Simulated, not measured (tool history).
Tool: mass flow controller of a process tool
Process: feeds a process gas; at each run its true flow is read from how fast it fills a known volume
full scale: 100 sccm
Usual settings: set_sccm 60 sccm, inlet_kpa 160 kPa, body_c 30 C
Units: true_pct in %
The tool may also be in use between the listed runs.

run,hour,set_sccm,inlet_kpa,body_c,true_pct
1,0.0,60,160,30,99.98
2,178.6,60,160,30,100.01
3,287.1,60,160,30,100.03
4,457.6,60,142,30,99.73
5,623.9,60,142,38,100.78
6,877.8,60,142,38,100.88
7,1123.0,60,236,30,100.24
8,1323.9,60,236,30,100.18
9,1564.3,60,236,30,100.29
10,1712.6,60,236,30,100.12
11,1948.9,13,145,37,100.58
12,2122.3,60,160,26,99.67

Run 13 comes next. What will it give?
13,2369.5,20,225,28,?

Run 13 gave true_pct 99.36 %.
Without the tool's hidden state the same run would have given true_pct 97.84 %.
